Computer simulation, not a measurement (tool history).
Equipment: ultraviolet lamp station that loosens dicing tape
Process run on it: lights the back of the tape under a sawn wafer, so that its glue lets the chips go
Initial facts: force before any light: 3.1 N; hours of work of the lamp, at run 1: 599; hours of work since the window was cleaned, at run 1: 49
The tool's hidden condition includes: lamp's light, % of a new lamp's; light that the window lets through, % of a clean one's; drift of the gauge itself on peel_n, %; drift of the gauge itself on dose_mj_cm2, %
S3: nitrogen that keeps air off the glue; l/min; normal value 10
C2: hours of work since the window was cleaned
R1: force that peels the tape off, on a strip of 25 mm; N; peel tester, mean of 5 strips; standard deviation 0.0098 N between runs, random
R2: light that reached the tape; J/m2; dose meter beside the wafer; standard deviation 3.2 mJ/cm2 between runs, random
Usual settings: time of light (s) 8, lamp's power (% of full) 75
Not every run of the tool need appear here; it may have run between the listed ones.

run 1 hour=0 | time_of_light_(s)=8 lamp's_power_(%_of_full)=75 S3=10 | hours_of_work_of_the_lamp=599 C2=49 | R1=0.601 R2=3840
run 2 hour=32.5 | time_of_light_(s)=8 lamp's_power_(%_of_full)=75 S3=10 | hours_of_work_of_the_lamp=623 C2=72 | R1=0.599 R2=3730
-- hour=42.9 lamp changed
run 3 hour=72.9 | time_of_light_(s)=8 lamp's_power_(%_of_full)=75 S3=10 | hours_of_work_of_the_lamp=22 C2=101 | R1=0.447 R2=4670
run 4 hour=112.1 | time_of_light_(s)=8 lamp's_power_(%_of_full)=80 S3=10 | hours_of_work_of_the_lamp=50 C2=129 | R1=0.413 R2=4950
run 5 hour=145 | time_of_light_(s)=8 lamp's_power_(%_of_full)=75 S3=7 | hours_of_work_of_the_lamp=74 C2=153 | R1=0.552 R2=4510
run 6 hour=165.9 | time_of_light_(s)=8 lamp's_power_(%_of_full)=75 S3=7 | hours_of_work_of_the_lamp=89 C2=168 | R1=0.579 R2=4470
run 7 hour=209.6 | time_of_light_(s)=8 lamp's_power_(%_of_full)=75 S3=7 | hours_of_work_of_the_lamp=120 C2=199 | R1=0.58 R2=4410
run 8 hour=236.8 | time_of_light_(s)=8 lamp's_power_(%_of_full)=75 S3=7 | hours_of_work_of_the_lamp=140 C2=219 | R1=0.611 R2=4330
run 9 hour=266.4 | time_of_light_(s)=5 lamp's_power_(%_of_full)=75 S3=10 | hours_of_work_of_the_lamp=161 C2=240 | R1=0.913 R2=2680
run 10 hour=299.3 | time_of_light_(s)=8 lamp's_power_(%_of_full)=61 S3=10 | hours_of_work_of_the_lamp=185 C2=264 | R1=0.704 R2=3380
run 11 hour=331.6 | time_of_light_(s)=4 lamp's_power_(%_of_full)=79 S3=7 | hours_of_work_of_the_lamp=208 C2=287 | R1=1.262 R2=2180
run 12 hour=359.3 | time_of_light_(s)=4 lamp's_power_(%_of_full)=79 S3=7 | hours_of_work_of_the_lamp=228 C2=307 | R1=1.266 R2=2150
run 13 hour=391.6 | time_of_light_(s)=4 lamp's_power_(%_of_full)=79 S3=7 | hours_of_work_of_the_lamp=251 C2=331 | R1=1.35 R2=2090
run 14 hour=421.9 | time_of_light_(s)=5 lamp's_power_(%_of_full)=79 S3=7 | hours_of_work_of_the_lamp=273 C2=352 | R1=1.104 R2=2590
run 15 hour=442.8 | time_of_light_(s)=5 lamp's_power_(%_of_full)=79 S3=7 | hours_of_work_of_the_lamp=288 C2=368 | R1=1.086 R2=2520
-- hour=460.4 window cleaned of glue's vapour
run 16 hour=479.4 | time_of_light_(s)=8 lamp's_power_(%_of_full)=74 S3=10 | hours_of_work_of_the_lamp=314 C2=14 | R1=0.522 R2=4300
run 17 hour=504.8 | time_of_light_(s)=8 lamp's_power_(%_of_full)=74 S3=10 | hours_of_work_of_the_lamp=333 C2=32 | R1=0.51 R2=4220
run 18 hour=546.7 | time_of_light_(s)=11 lamp's_power_(%_of_full)=75 S3=14 | hours_of_work_of_the_lamp=363 C2=62 | R1=0.308 R2=5760
run 19 hour=574.1 | time_of_light_(s)=8 lamp's_power_(%_of_full)=65 S3=13 | hours_of_work_of_the_lamp=383 C2=82 | R1=0.583 R2=3590

Measured minus without-hidden-state, run by run (identical run-to-run variation in each term; gauge scatter may differ):
run=1 R1=+0.165 R2=-1070
run=2 R1=+0.176 R2=-1150
run=3 R1=+0.025 R2=-210
run=4 R1=+0.033 R2=-340
run=5 R1=+0.057 R2=-390
run=6 R1=+0.067 R2=-440
run=7 R1=+0.084 R2=-550
run=8 R1=+0.096 R2=-620
run=9 R1=+0.142 R2=-420
run=10 R1=+0.136 R2=-610
run=11 R1=+0.192 R2=-440
run=12 R1=+0.208 R2=-480
run=13 R1=+0.238 R2=-510
run=14 R1=+0.241 R2=-680
run=15 R1=+0.247 R2=-710
run=16 R1=+0.077 R2=-550
run=17 R1=+0.083 R2=-610
run=18 R1=+0.042 R2=-990
run=19 R1=+0.117 R2=-690

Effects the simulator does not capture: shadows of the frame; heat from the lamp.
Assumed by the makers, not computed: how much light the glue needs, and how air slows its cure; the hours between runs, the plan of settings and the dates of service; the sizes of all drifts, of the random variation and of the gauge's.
